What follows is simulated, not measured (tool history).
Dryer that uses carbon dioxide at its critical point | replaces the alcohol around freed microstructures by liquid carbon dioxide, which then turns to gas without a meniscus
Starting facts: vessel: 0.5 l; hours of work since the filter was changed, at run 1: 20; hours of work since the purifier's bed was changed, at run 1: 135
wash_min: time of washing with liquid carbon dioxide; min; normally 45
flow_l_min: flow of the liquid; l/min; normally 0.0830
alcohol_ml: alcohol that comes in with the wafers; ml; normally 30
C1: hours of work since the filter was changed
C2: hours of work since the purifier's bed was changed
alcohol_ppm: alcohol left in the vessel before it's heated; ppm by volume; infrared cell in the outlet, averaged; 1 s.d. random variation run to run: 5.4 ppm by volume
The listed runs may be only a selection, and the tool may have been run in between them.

Run 1, day 0.000: usual settings; C1 20; C2 135. Result: alcohol_ppm 168 ppm by volume.
Run 2, day 0.450: usual settings; C1 27; C2 141. Result: alcohol_ppm 167 ppm by volume.
Run 3, day 0.692: usual settings; C1 30; C2 145. Result: alcohol_ppm 164 ppm by volume.
Run 4, day 1.021: usual settings; C1 35; C2 150. Result: alcohol_ppm 156 ppm by volume.
Run 5, day 1.533: usual settings; C1 42; C2 157. Result: alcohol_ppm 171 ppm by volume.
Run 6, day 1.842: usual settings but flow_l_min 0.0647 l/min; C1 47; C2 161. Result: alcohol_ppm 560 ppm by volume.
Run 7, day 2.379: usual settings but flow_l_min 0.0647 l/min, alcohol_ml 22 ml; C1 55; C2 169. Result: alcohol_ppm 423 ppm by volume.
Run 8, day 2.658: usual settings but wash_min 66 min; C1 59; C2 173. Result: alcohol_ppm 45 ppm by volume.
Run 9, day 3.154: usual settings but wash_min 66 min; C1 66; C2 181. Result: alcohol_ppm 52 ppm by volume.
Run 10, day 3.704: usual settings but wash_min 66 min; C1 74; C2 189. Result: alcohol_ppm 45 ppm by volume.
Run 11, day 4.029: usual settings but wash_min 66 min; C1 79; C2 193. Result: alcohol_ppm 58 ppm by volume.
Run 12, day 4.467: usual settings but wash_min 66 min; C1 85; C2 200. Result: alcohol_ppm 55 ppm by volume.
Run 13, day 4.883: usual settings but wash_min 66 min; C1 91; C2 206. Result: alcohol_ppm 54 ppm by volume.
Run 14, day 5.346: usual settings but wash_min 66 min; C1 98; C2 212. Result: alcohol_ppm 52 ppm by volume.
Run 15, day 5.854: usual settings; C1 105; C2 220. Result: alcohol_ppm 199 ppm by volume.
Run 16, day 6.229: usual settings; C1 111; C2 225. Result: alcohol_ppm 188 ppm by volume.
Run 17, day 6.725: usual settings; C1 118; C2 232. Result: alcohol_ppm 199 ppm by volume.
Run 18, day 7.092: usual settings; C1 123; C2 238. Result: alcohol_ppm 197 ppm by volume.
Run 19, day 7.442: usual settings but wash_min 71 min; C1 128; C2 243. Result: alcohol_ppm 42 ppm by volume.
Run 20, day 7.746: usual settings but wash_min 71 min, flow_l_min 0.0899 l/min; C1 133; C2 247. Result: alcohol_ppm 59 ppm by volume.
Run 21, day 8.004: usual settings but wash_min 71 min, flow_l_min 0.0899 l/min; C1 136; C2 251. Result: alcohol_ppm 44 ppm by volume.
Run 22, day 8.271: usual settings but wash_min 37 min, flow_l_min 0.0899 l/min; C1 140; C2 255. Result: alcohol_ppm 330 ppm by volume.
Run 23, day 8.617: usual settings but wash_min 35 min, alcohol_ml 114 ml; C1 145; C2 260. Result: alcohol_ppm 2072 ppm by volume.
Run 24, day 9.108: usual settings but wash_min 46 min, alcohol_ml 21 ml; C1 152; C2 267. Result: alcohol_ppm 141 ppm by volume.
Run 25, day 9.383: usual settings but wash_min 28 min, flow_l_min 0.0507 l/min, alcohol_ml 68 ml; C1 156; C2 271. Result: alcohol_ppm 13581 ppm by volume.
Run 26, day 9.762: usual settings but wash_min 35 min, flow_l_min 0.0538 l/min, alcohol_ml 68 ml; C1 162; C2 276. Result: alcohol_ppm 6657 ppm by volume.
Run 27, day 10.008: usual settings but wash_min 35 min, flow_l_min 0.0538 l/min, alcohol_ml 68 ml; C1 165; C2 280. Result: alcohol_ppm 6805 ppm by volume.
Run 28, day 10.492: usual settings but wash_min 35 min, flow_l_min 0.0538 l/min, alcohol_ml 68 ml; C1 172; C2 287. Result: alcohol_ppm 6596 ppm by volume.
Run 29, day 10.962: usual settings but alcohol_ml 34 ml; C1 179; C2 294. Result: alcohol_ppm 226 ppm by volume.
Run 30, day 11.425: usual settings but alcohol_ml 34 ml; C1 186; C2 301. Result: alcohol_ppm 224 ppm by volume.
Run 31, day 11.721: usual settings but wash_min 47 min, flow_l_min 0.1069 l/min, alcohol_ml 33 ml; C1 190; C2 305. Result: alcohol_ppm 88 ppm by volume.

The next listed run, before its measurement:
Run 32, day 12.262: usual settings but wash_min 59 min, flow_l_min 0.0630 l/min, alcohol_ml 22 ml; C1 198; C2 313. Result: alcohol_ppm ?.

Run 32 came out at alcohol_ppm 177 ppm by volume.
Had the tool carried no hidden state, the very same run would have given alcohol_ppm 103 ppm by volume.
